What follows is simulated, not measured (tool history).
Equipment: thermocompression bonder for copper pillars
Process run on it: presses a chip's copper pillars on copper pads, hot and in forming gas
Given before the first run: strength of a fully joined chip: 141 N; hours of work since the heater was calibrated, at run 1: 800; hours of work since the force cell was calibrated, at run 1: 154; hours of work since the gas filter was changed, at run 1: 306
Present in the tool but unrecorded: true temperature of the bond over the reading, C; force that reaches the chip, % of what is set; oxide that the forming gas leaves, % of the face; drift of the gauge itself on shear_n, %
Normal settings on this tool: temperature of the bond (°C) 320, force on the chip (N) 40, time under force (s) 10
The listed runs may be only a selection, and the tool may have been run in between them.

| run | hour | temperature of the bond (°C) | force on the chip (N) | time under force (s) | hours of work since the heater was calibrated | hours of work since the force cell was calibrated | hours of work since the gas filter was changed | force that shears a chip off (N) |
|---|---|---|---|---|---|---|---|---|
| 1 | 0 | 320 | 40 | 10 | 800 | 154 | 306 | 50.5 |
| 2 | 4.8 | 320 | 40 | 10 | 802 | 157 | 309 | 50.8 |
| 3 | 13.6 | 320 | 40 | 10 | 807 | 161 | 313 | 50.9 |
| 4 | 20.4 | 320 | 40 | 10 | 811 | 165 | 317 | 50.2 |
| 5 | 27.3 | 320 | 40 | 10 | 814 | 169 | 321 | 50.8 |
| 6 | 36 | 320 | 40 | 10 | 819 | 173 | 325 | 50.8 |
| 7 | 45 | 320 | 40 | 10 | 824 | 178 | 330 | 50.6 |
| 8 | 53.8 | 320 | 40 | 10 | 829 | 183 | 335 | 50.7 |
| 9 | 61.4 | 320 | 40 | 10 | 833 | 187 | 339 | 50.8 |
| 10 | 67 | 333 | 40 | 10 | 836 | 190 | 342 | 56.5 |
| 11 | 74 | 320 | 40 | 10 | 839 | 194 | 346 | 51.6 |
| 12 | 78.5 | 320 | 40 | 10 | 842 | 196 | 348 | 51.5 |
| 13 | 88.2 | 320 | 40 | 10 | 847 | 201 | 353 | 50.8 |
| 14 | 98.2 | 320 | 40 | 10 | 852 | 207 | 359 | 50.7 |
| 15 | 104.8 | 320 | 40 | 10 | 856 | 210 | 362 | 50.9 |
| 16 | 111 | 320 | 40 | 10 | 859 | 213 | 365 | 50.4 |
| 17 | 119.6 | 320 | 40 | 10 | 864 | 218 | 370 | 50.8 |
| 18 | 125.1 | 320 | 40 | 10 | 867 | 221 | 373 | 50.7 |
| 19 | 132.4 | 298 | 31 | 10 | 871 | 225 | 377 | 30.3 |
| 20 | 138.9 | 320 | 33 | 10 | 874 | 228 | 380 | 40.7 |
| 21 | 148.3 | 299 | 26 | 6 | 879 | 233 | 385 | 19.5 |
|  | 156.5 | forming gas filter changed |
| 22 | 158.3 | 299 | 26 | 6 | 884 | 238 | 1 | 19.7 |
| 23 | 167.1 | 317 | 58 | 10 | 889 | 243 | 6 | 73.6 |
| 24 | 173.2 | 328 | 40 | 10 | 892 | 246 | 9 | 54.8 |
| 25 | 179.9 | 333 | 30 | 8 | 896 | 250 | 13 | 37 |
| 26 | 185.2 | 315 | 44 | 15 | 898 | 253 | 15 | 63.1 |
| 27 | 192.7 | 315 | 44 | 15 | 903 | 257 | 19 | 63 |
| 28 | 197.1 | 306 | 44 | 8 | 905 | 259 | 22 | 45.5 |
| 29 | 204.6 | 306 | 56 | 11 | 909 | 263 | 26 | 67.6 |
| 30 | 208.7 | 306 | 56 | 11 | 911 | 265 | 28 | 67.3 |
| 31 | 217 | 343 | 52 | 5 | 915 | 270 | 32 | 62.3 |
| 32 | 221.1 | 343 | 26 | 20 | 918 | 272 | 34 | 50 |
| 33 | 229.8 | 343 | 26 | 20 | 922 | 277 | 39 | 49.7 |
| 34 | 235.5 | 343 | 26 | 20 | 925 | 280 | 42 | 49.6 |
| 35 | 244.5 | 325 | 44 | 10 | 930 | 284 | 47 | 58.8 |
| 36 | 252.4 | 325 | 44 | 10 | 934 | 289 | 51 | 58.9 |

Consider 5 possible next runs. They are alternatives, not a sequence: every one starts from the tool as it was left by run 36. What does each give?
| A | 260.9 | 325 | 44 | 12 | 939 | 293 | 56 | ? |
| B | 260.9 | 312 | 24 | 13 | 939 | 293 | 56 | ? |
| C | 260.9 | 339 | 44 | 9 | 939 | 293 | 56 | ? |
| D | 260.9 | 320 | 40 | 7 | 939 | 293 | 56 | ? |
| E | 260.9 | 305 | 44 | 10 | 939 | 293 | 56 | ? |

| run | force that shears a chip off (N) |
|---|---|
| A | 62.8 |
| B | 28.5 |
| C | 63.8 |
| D | 44.3 |
| E | 49.7 |
Without the tool's hidden state the same runs would have given:
| run | force that shears a chip off (N) |
|---|---|
| A | 62.7 |
| B | 28.5 |
| C | 63.8 |
| D | 44.2 |
| E | 49.6 |

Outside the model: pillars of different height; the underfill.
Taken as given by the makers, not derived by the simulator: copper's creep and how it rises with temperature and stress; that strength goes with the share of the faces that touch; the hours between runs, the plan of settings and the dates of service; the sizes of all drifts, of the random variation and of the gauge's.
